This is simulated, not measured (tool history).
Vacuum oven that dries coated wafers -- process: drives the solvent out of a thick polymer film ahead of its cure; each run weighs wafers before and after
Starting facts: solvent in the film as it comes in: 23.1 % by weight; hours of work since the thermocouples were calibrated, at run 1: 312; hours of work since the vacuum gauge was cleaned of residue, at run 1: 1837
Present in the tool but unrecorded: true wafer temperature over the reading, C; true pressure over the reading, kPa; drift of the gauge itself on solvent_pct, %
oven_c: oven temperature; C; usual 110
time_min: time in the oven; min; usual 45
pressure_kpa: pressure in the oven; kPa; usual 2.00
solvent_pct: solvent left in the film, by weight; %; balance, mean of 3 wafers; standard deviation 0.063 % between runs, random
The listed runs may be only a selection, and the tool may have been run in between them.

run,hour,oven_c,time_min,pressure_kpa,hours of work since the thermocouples were calibrated,hours of work since the vacuum gauge was cleaned of residue,solvent_pct
1,0.0,110,45,2.00,312,1837,4.60
2,56.6,110,45,2.00,353,1878,4.55
3,91.0,110,45,2.00,378,1903,4.56
4,138.5,110,45,2.00,413,1938,4.63
5,177.8,110,45,2.00,441,1966,4.39
6,211.5,111,45,2.00,466,1991,4.24
7,259.7,110,45,7.49,501,2026,6.08
8,287.5,107,78,1.95,521,2046,2.71
9,350.7,110,44,3.62,567,2092,5.24
10,388.2,98,43,2.18,594,2119,9.91
11,436.6,105,27,3.95,629,2154,10.42
12,500.1,110,43,7.84,675,2200,6.50

Here are 4 independent what-if runs from the current tool condition. What would each one return?
# hour 517.4: vacuum gauge cleaned of residue and calibrated
A,528.1,101,45,6.11,694,8,?
# hour 517.4: vacuum gauge cleaned of residue and calibrated
B,528.1,111,43,6.59,694,8,?
# hour 517.4: vacuum gauge cleaned of residue and calibrated
C,528.1,110,66,2.00,694,8,?
# hour 517.4: vacuum gauge cleaned of residue and calibrated
D,528.1,110,36,2.00,694,8,?

run,solvent_pct
A,9.70
B,5.80
C,2.51
D,6.04
Without the tool's hidden state the same runs would have given:
run,solvent_pct
A,9.66
B,5.77
C,2.48
D,6.00
